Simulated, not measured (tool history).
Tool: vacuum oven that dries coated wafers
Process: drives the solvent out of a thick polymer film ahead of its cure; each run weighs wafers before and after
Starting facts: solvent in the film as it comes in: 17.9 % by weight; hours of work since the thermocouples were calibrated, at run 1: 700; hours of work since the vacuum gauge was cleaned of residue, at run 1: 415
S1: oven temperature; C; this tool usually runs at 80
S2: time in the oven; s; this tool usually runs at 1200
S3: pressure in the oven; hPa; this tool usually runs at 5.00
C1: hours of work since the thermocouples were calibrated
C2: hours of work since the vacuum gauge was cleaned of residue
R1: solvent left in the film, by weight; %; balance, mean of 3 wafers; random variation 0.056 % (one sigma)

run,hour,S1,S2,S3,C1,C2,R1
1,0.0,80,1200,5.00,700,415,4.04
2,41.9,80,720,5.00,722,437,6.69
3,70.4,80,1200,5.81,737,453,4.05
4,96.1,80,1200,5.81,751,466,4.07
5,140.1,80,1200,5.81,774,490,3.97
6,168.8,80,1200,18.62,790,505,4.63
7,198.3,80,840,5.00,805,521,5.73
8,245.1,79,1200,5.00,830,546,4.31
9,268.2,79,1200,5.00,843,558,4.27
10,317.3,80,660,5.00,869,584,7.18
11,354.9,80,660,5.00,889,604,7.01
12,376.8,80,660,5.00,900,616,6.94
13,398.3,80,660,5.00,912,627,7.15
14,433.6,80,660,5.00,931,646,7.08
15,454.3,80,660,5.00,942,657,7.04
16,492.1,80,1380,5.00,962,677,3.36
17,533.8,80,1380,5.00,984,699,3.28
18,557.0,80,1200,4.47,996,712,3.86
19,586.0,76,1380,3.83,1012,727,4.50
20,615.6,84,1380,2.93,1028,743,2.19
21,643.6,80,1200,16.63,1042,758,4.53

Expected results for the next run?
22,669.4,66,1140,7.20,1056,771,?

Run 22 produced R1 9.00 %.
If the tool had no hidden condition, the same run with the same run-to-run variation would have returned R1 8.97 %.
